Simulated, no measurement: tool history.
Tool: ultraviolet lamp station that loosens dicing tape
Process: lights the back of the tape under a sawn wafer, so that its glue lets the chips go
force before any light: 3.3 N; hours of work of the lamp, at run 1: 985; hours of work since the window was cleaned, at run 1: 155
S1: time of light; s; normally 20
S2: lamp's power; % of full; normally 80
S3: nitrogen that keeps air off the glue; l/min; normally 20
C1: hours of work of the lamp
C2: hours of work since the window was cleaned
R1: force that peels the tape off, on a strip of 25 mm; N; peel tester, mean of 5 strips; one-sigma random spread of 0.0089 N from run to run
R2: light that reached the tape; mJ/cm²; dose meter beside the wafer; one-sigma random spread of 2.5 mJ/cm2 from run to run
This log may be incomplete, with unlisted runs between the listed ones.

run	hour	S1	S2	S3	C1	C2	R1	R2
1	0.0	20	80	20	985	155	0.579	221
2	41.2	20	80	20	1004	174	0.592	213
3	76.3	20	80	20	1020	191	0.594	213
4	120.9	20	77	20	1041	211	0.636	202
5	165.4	20	77	20	1062	232	0.658	200
6	220.9	20	77	20	1087	257	0.642	200
7	255.7	28	80	20	1104	274	0.380	282
8	295.3	28	80	20	1122	292	0.376	280
9	331.9	28	80	20	1139	309	0.406	277
10	369.2	28	80	20	1156	326	0.401	273
11	424.9	28	80	20	1182	352	0.416	271
12	479.2	28	98	20	1207	377	0.343	326
13	528.6	28	98	20	1230	400	0.327	320
14	577.2	20	95	20	1252	422	0.564	222
15	640.8	20	95	20	1282	452	0.590	210
16	692.4	20	95	20	1305	476	0.612	210
17	753.6	20	95	20	1334	504	0.609	206
# hour 758.0: window cleaned of glue's vapour
18	810.7	20	80	20	1360	24	0.915	161
19	851.0	16	97	30	1379	43	0.762	154
20	903.1	16	82	30	1403	67	0.925	127
21	933.5	20	60	8	1417	81	1.651	115
# hour 950.6: window cleaned of glue's vapour, once more
22	965.7	20	60	8	1431	7	1.367	150
23	1013.7	20	91	20	1454	29	0.552	223
24	1070.5	39	88	39	1480	55	0.204	415
25	1126.1	20	74	20	1506	81	0.762	173
26	1166.5	20	74	20	1524	100	0.782	175
27	1193.9	20	80	31	1537	113	0.544	187
28	1222.2	20	80	31	1550	126	0.557	184
29	1270.6	23	85	31	1572	148	0.461	223
30	1298.7	23	85	31	1585	161	0.461	222
31	1352.4	21	66	7	1610	186	1.472	154
32	1380.6	28	91	6	1623	199	0.853	280
33	1417.0	28	94	6	1640	216	0.772	287
34	1473.3	28	94	6	1666	242	0.838	283
35	1532.0	28	94	6	1693	269	0.822	278
36	1566.3	11	89	12	1709	285	1.586	104

For each entry between runs, how does the tool's hidden state at the last listed run before it compare with that at the first listed run after it?
From run 17 to run 18: window cleaned of glue's vapour (hour 758.0)
  lamp's light, % of a new lamp's: 69.8 -> 69.1; light that the window lets through, % of a clean one's: 83.8 -> 77
  measured value less the no-hidden-state value, R1: +0.324 -> +0.525 N; R2: -147 -> -140 mJ/cm²
From run 21 to run 22: window cleaned of glue's vapour, once more (hour 950.6)
  lamp's light, % of a new lamp's: 67.9 -> 67.6; light that the window lets through, % of a clean one's: 75.2 -> 99.6
  measured value less the no-hidden-state value, R1: +0.738 -> +0.440 N; R2: -109 -> -74 mJ/cm²

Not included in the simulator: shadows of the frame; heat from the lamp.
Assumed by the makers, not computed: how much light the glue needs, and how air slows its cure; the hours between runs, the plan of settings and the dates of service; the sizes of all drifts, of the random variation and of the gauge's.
